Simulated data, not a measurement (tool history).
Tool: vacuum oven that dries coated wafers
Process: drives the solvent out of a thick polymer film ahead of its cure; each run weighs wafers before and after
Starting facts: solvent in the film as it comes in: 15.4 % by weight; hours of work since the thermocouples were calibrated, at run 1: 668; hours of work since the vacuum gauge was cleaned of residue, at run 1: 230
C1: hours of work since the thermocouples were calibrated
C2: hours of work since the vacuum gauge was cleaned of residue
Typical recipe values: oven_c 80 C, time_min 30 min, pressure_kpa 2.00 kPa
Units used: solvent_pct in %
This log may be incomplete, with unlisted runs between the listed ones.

{"run": 1, "hour": 0.0, "oven_c": 80, "time_min": 30, "pressure_kpa": 2.0, "C1": 668, "C2": 230, "solvent_pct": 2.02}
{"run": 2, "hour": 11.9, "oven_c": 79, "time_min": 30, "pressure_kpa": 2.0, "C1": 673, "C2": 235, "solvent_pct": 2.23}
{"run": 3, "hour": 20.5, "oven_c": 79, "time_min": 30, "pressure_kpa": 2.0, "C1": 678, "C2": 239, "solvent_pct": 2.22}
{"run": 4, "hour": 27.7, "oven_c": 79, "time_min": 30, "pressure_kpa": 2.0, "C1": 681, "C2": 243, "solvent_pct": 2.24}
{"run": 5, "hour": 38.8, "oven_c": 79, "time_min": 30, "pressure_kpa": 2.0, "C1": 686, "C2": 248, "solvent_pct": 2.25}
{"run": 6, "hour": 49.1, "oven_c": 79, "time_min": 30, "pressure_kpa": 2.0, "C1": 691, "C2": 253, "solvent_pct": 2.23}
{"run": 7, "hour": 56.0, "oven_c": 79, "time_min": 30, "pressure_kpa": 2.0, "C1": 695, "C2": 257, "solvent_pct": 2.24}
{"run": 8, "hour": 65.9, "oven_c": 80, "time_min": 30, "pressure_kpa": 1.91, "C1": 700, "C2": 261, "solvent_pct": 1.92}
{"run": 9, "hour": 82.0, "oven_c": 80, "time_min": 30, "pressure_kpa": 2.0, "C1": 707, "C2": 269, "solvent_pct": 1.99}
{"run": 10, "hour": 92.2, "oven_c": 80, "time_min": 30, "pressure_kpa": 2.0, "C1": 712, "C2": 274, "solvent_pct": 2.06}
{"run": 11, "hour": 103.2, "oven_c": 81, "time_min": 18, "pressure_kpa": 4.13, "C1": 718, "C2": 279, "solvent_pct": 4.38}
{"run": 12, "hour": 118.2, "oven_c": 81, "time_min": 18, "pressure_kpa": 4.13, "C1": 725, "C2": 287, "solvent_pct": 4.33}
{"run": 13, "hour": 125.3, "oven_c": 81, "time_min": 18, "pressure_kpa": 4.13, "C1": 728, "C2": 290, "solvent_pct": 4.36}
{"hour": 128.8, "done": "oven's thermocouples calibrated"}
{"run": 14, "hour": 137.4, "oven_c": 72, "time_min": 18, "pressure_kpa": 2.13, "C1": 4, "C2": 295, "solvent_pct": 6.35}
{"run": 15, "hour": 153.2, "oven_c": 70, "time_min": 18, "pressure_kpa": 1.06, "C1": 12, "C2": 303, "solvent_pct": 6.38}
{"run": 16, "hour": 168.2, "oven_c": 80, "time_min": 28, "pressure_kpa": 2.0, "C1": 19, "C2": 310, "solvent_pct": 2.18}
{"run": 17, "hour": 178.5, "oven_c": 83, "time_min": 47, "pressure_kpa": 2.0, "C1": 24, "C2": 315, "solvent_pct": 1.3}
{"run": 18, "hour": 185.8, "oven_c": 86, "time_min": 18, "pressure_kpa": 1.82, "C1": 28, "C2": 319, "solvent_pct": 1.89}
{"run": 19, "hour": 195.1, "oven_c": 86, "time_min": 30, "pressure_kpa": 2.0, "C1": 32, "C2": 323, "solvent_pct": 1.24}

What if the next run were any one of these 3? Each begins from the tool's condition after run 19:
{"run": "A", "hour": 202.3, "oven_c": 88, "time_min": 25, "pressure_kpa": 2.77, "C1": 36, "C2": 327, "solvent_pct": "?"}
{"run": "B", "hour": 202.3, "oven_c": 86, "time_min": 22, "pressure_kpa": 1.96, "C1": 36, "C2": 327, "solvent_pct": "?"}
{"run": "C", "hour": 202.3, "oven_c": 86, "time_min": 16, "pressure_kpa": 3.07, "C1": 36, "C2": 327, "solvent_pct": "?"}

run=A solvent_pct=1.62
run=B solvent_pct=1.59
run=C solvent_pct=2.77
With no hidden state in the tool, these same runs would have given:
run=A solvent_pct=1.45
run=B solvent_pct=1.36
run=C solvent_pct=2.41

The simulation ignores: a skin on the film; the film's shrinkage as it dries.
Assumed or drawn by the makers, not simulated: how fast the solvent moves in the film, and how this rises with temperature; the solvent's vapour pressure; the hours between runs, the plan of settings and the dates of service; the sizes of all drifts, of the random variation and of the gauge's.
